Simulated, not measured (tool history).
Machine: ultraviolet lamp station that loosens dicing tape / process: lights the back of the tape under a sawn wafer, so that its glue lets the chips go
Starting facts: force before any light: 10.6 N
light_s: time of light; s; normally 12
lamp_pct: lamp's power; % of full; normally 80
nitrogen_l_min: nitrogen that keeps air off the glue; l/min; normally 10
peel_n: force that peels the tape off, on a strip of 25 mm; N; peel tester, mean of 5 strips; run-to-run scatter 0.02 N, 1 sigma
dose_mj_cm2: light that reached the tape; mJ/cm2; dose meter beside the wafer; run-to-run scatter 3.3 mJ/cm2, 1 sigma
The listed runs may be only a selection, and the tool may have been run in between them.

| run | day | light_s | lamp_pct | nitrogen_l_min | peel_n | dose_mj_cm2 |
|---|---|---|---|---|---|---|
| 1 | 0.000 | 12 | 80 | 10 | 0.939 | 525 |
| 2 | 1.554 | 12 | 80 | 10 | 0.927 | 526 |
| 3 | 2.883 | 12 | 80 | 10 | 0.943 | 519 |
| 4 | 4.496 | 12 | 80 | 10 | 0.957 | 531 |
| 5 | 6.212 | 12 | 80 | 10 | 0.966 | 524 |
| 6 | 8.075 | 12 | 80 | 8 | 1.078 | 528 |
| 7 | 8.967 | 24 | 80 | 10 | 0.244 | 1047 |
| 8 | 10.167 | 12 | 80 | 7 | 1.177 | 525 |
| 9 | 11.196 | 12 | 80 | 7 | 1.194 | 519 |
| 10 | 12.725 | 12 | 80 | 7 | 1.145 | 526 |
| 11 | 13.658 | 12 | 80 | 7 | 1.129 | 530 |
| 12 | 15.417 | 12 | 80 | 7 | 1.151 | 525 |
| 13 | 17.054 | 24 | 80 | 10 | 0.246 | 1041 |
| 14 | 18.458 | 12 | 80 | 10 | 0.958 | 528 |
| 15 | 20.238 | 12 | 80 | 10 | 0.984 | 518 |
| 16 | 21.062 | 12 | 80 | 10 | 0.996 | 526 |
| 17 | 22.158 | 12 | 80 | 10 | 0.950 | 523 |
| 18 | 23.300 | 12 | 80 | 10 | 0.960 | 527 |
| 19 | 24.825 | 12 | 80 | 10 | 0.977 | 523 |
| 20 | 25.979 | 12 | 80 | 8 | 1.048 | 523 |
| 21 | 27.429 | 12 | 80 | 8 | 1.110 | 522 |
| 22 | 28.442 | 10 | 72 | 8 | 1.835 | 393 |
| 23 | 29.475 | 15 | 75 | 10 | 0.685 | 614 |
| 24 | 31.183 | 12 | 64 | 10 | 1.538 | 421 |
| 25 | 32.067 | 12 | 64 | 10 | 1.534 | 423 |
| 26 | 33.562 | 9 | 74 | 3 | 3.008 | 364 |
| 27 | 35.075 | 9 | 74 | 3 | 3.003 | 364 |
|  | 35.604 | lamp changed |
| 28 | 36.604 | 8 | 62 | 3 | 4.146 | 268 |
| 29 | 37.500 | 8 | 62 | 3 | 4.077 | 269 |
| 30 | 38.954 | 8 | 62 | 3 | 4.162 | 267 |
| 31 | 40.842 | 7 | 79 | 3 | 3.710 | 300 |
| 32 | 42.683 | 7 | 79 | 3 | 3.710 | 303 |
| 33 | 43.617 | 7 | 79 | 14 | 2.370 | 298 |
| 34 | 44.475 | 12 | 80 | 3 | 1.759 | 524 |
| 35 | 46.146 | 12 | 80 | 3 | 1.778 | 524 |
| 36 | 46.967 | 12 | 80 | 3 | 1.808 | 522 |
| 37 | 47.804 | 9 | 62 | 10 | 2.510 | 304 |
| 38 | 49.550 | 9 | 78 | 16 | 1.467 | 386 |
| 39 | 50.346 | 12 | 96 | 6 | 0.867 | 629 |
| 40 | 51.250 | 12 | 81 | 5 | 1.335 | 530 |
| 41 | 52.642 | 12 | 81 | 5 | 1.387 | 523 |
| 42 | 53.717 | 12 | 81 | 5 | 1.357 | 536 |

What would each run have given without the hidden state, its run-to-run variation left as it was?
The tool's hidden condition here consists of: lamp's light, % of a new lamp's; light that the window lets through, % of a clean one's; drift of the gauge itself on peel_n, %; drift of the gauge itself on dose_mj_cm2, %.
| run | peel_n | dose_mj_cm2 |
|---|---|---|
| 1 | 0.933 | 527 |
| 2 | 0.921 | 528 |
| 3 | 0.937 | 520 |
| 4 | 0.950 | 533 |
| 5 | 0.959 | 526 |
| 6 | 1.070 | 530 |
| 7 | 0.243 | 1051 |
| 8 | 1.168 | 527 |
| 9 | 1.185 | 521 |
| 10 | 1.136 | 528 |
| 11 | 1.120 | 532 |
| 12 | 1.141 | 528 |
| 13 | 0.245 | 1046 |
| 14 | 0.949 | 531 |
| 15 | 0.974 | 520 |
| 16 | 0.986 | 529 |
| 17 | 0.941 | 526 |
| 18 | 0.950 | 530 |
| 19 | 0.967 | 526 |
| 20 | 1.038 | 526 |
| 21 | 1.099 | 525 |
| 22 | 1.819 | 395 |
| 23 | 0.677 | 617 |
| 24 | 1.523 | 423 |
| 25 | 1.519 | 426 |
| 26 | 2.987 | 366 |
| 27 | 2.982 | 366 |
| 28 | 4.137 | 269 |
| 29 | 4.068 | 270 |
| 30 | 4.153 | 267 |
| 31 | 3.700 | 301 |
| 32 | 3.699 | 304 |
| 33 | 2.360 | 299 |
| 34 | 1.750 | 525 |
| 35 | 1.770 | 525 |
| 36 | 1.799 | 523 |
| 37 | 2.499 | 305 |
| 38 | 1.459 | 387 |
| 39 | 0.861 | 631 |
| 40 | 1.327 | 532 |
| 41 | 1.378 | 525 |
| 42 | 1.348 | 538 |
